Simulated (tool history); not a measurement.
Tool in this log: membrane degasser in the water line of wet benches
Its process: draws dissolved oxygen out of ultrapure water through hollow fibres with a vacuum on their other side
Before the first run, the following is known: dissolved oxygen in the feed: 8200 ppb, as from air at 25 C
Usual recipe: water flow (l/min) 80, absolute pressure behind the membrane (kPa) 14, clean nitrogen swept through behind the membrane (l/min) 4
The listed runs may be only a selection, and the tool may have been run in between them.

run     day  water flow (l/min)  absolute pressure behind the membrane (kPa)  clean nitrogen swept through behind the membrane (l/min)  dissolved oxygen in the water behind the degasser (ppb)  pressure that the water loses in the fibres (kPa)
  1       0                  80                                           14                                                         4                                                    463.2                                              51.07
  2    3.65                  80                                           14                                                         4                                                    462.2                                              50.58
  3   6.062                  80                                           14                                                         4                                                    463.8                                              50.42
  4   9.329                  80                                           14                                                         4                                                    464.1                                               50.5
  5  11.667                  80                                         20.5                                                         4                                                    715.9                                              50.78
  6  14.733                  80                                         20.5                                                         4                                                    716.3                                              50.65
  7  17.433                  80                                           14                                                      7.26                                                    275.8                                              50.61
  8  19.558                  89                                         11.3                                                      7.78                                                    219.3                                               56.2
  9  23.029                 128                                         18.6                                                      4.86                                                    836.3                                              81.22
     23.262  -- vacuum gauge calibrated
 10  25.312                 128                                         24.6                                                      4.12                                                   1251.6                                              81.57
 11  28.625                 128                                         24.6                                                      4.12                                                   1253.3                                              81.03
 12  30.825                 128                                         24.6                                                      4.12                                                   1254.3                                              81.58
 13  35.629                  59                                         24.6                                                      4.12                                                    659.2                                               37.5
     35.983  -- vacuum gauge calibrated, once more
 14  39.629                  99                                         32.8                                                         4                                                   1371.7                                              62.53

5 ways to go on from here, each from the tool as it stands after run 14. What would each give?
  A  43.038                 106                                         32.8                                                      3.06                                                        ?                                                  ?
  B  43.038                  99                                         32.8                                                      2.47                                                        ?                                                  ?
  C  43.038                  86                                         12.9                                                     11.49                                                        ?                                                  ?
  D  43.038                 119                                         11.2                                                      1.81                                                        ?                                                  ?
  E  43.038                  54                                         32.8                                                         4                                                        ?                                                  ?

run  dissolved oxygen in the water behind the degasser (ppb)  pressure that the water loses in the fibres (kPa)
  A                                                   1747.4                                              67.38
  B                                                   1925.8                                              63.33
  C                                                    176.6                                              54.17
  D                                                    888.8                                              75.72
  E                                                    841.6                                              33.96
What these runs would have given with no unlogged condition in the tool:
run  dissolved oxygen in the water behind the degasser (ppb)  pressure that the water loses in the fibres (kPa)
  A                                                   1741.9                                               64.9
  B                                                     1921                                              61.01
  C                                                    174.4                                              52.17
  D                                                    881.5                                              72.92
  E                                                    837.3                                               32.7
